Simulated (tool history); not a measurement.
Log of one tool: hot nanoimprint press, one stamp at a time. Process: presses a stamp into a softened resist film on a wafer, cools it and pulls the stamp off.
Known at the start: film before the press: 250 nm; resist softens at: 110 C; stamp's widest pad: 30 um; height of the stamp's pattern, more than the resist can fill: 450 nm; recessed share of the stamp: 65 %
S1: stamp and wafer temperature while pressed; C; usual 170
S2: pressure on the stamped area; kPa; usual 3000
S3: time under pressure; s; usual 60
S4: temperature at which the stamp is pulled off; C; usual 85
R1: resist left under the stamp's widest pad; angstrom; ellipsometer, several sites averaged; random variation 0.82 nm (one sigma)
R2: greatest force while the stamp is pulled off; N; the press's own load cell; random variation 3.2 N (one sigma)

run,hour,S1,S2,S3,S4,R1,R2
1,0.0,170,3000,60,85,1152,168
2,4.8,170,3000,60,71,1140,229
3,9.2,170,3000,60,71,1134,231
4,17.5,161,3000,60,85,1850,178
5,26.3,170,3000,60,85,1139,173
6,36.5,170,3000,60,85,1138,176
7,42.9,170,3000,60,85,1126,176
8,47.4,170,3000,60,85,1151,177
9,51.8,170,3000,60,85,1134,177
10,61.8,170,3000,60,85,1138,184
11,71.0,170,3000,60,85,1136,178
12,79.4,170,3000,60,85,1142,185
# hour 83.1: plate thermocouple calibrated
13,90.3,170,3000,60,85,1149,176
14,97.4,170,3000,60,75,1148,225
# hour 108.0: plate thermocouple calibrated, once more
15,111.2,173,3000,60,85,904,172
16,116.4,173,3000,38,85,1101,177
17,124.1,167,3420,47,77,1378,219
18,129.1,171,3290,42,86,1144,172
19,138.1,170,4160,60,75,967,233
20,144.9,162,4160,110,83,1277,193
21,151.1,162,4160,110,83,1288,200
22,156.7,170,3000,60,76,1127,221
23,164.2,170,4410,60,90,938,159
24,170.7,170,4410,60,90,936,160
25,177.9,160,2120,65,89,1999,160
26,184.8,170,2130,60,79,1261,202
27,193.8,170,2170,60,85,1254,184
28,198.7,170,2170,60,85,1246,187
29,206.8,170,2170,60,85,1250,185

5 ways to go on from here, each from the tool as it stands after run 29. What would each give?
A,215.5,170,3000,60,76,?,?
B,215.5,164,3000,60,85,?,?
C,215.5,173,2530,60,74,?,?
D,215.5,171,3000,46,85,?,?
E,215.5,170,4720,43,85,?,?

run,R1,R2
A,1090,235
B,1580,190
C,994,244
D,1162,191
E,1062,183
Without the tool's hidden state the same runs would have given:
run,R1,R2
A,1062,186
B,1546,150
C,969,194
D,1132,152
E,1030,144

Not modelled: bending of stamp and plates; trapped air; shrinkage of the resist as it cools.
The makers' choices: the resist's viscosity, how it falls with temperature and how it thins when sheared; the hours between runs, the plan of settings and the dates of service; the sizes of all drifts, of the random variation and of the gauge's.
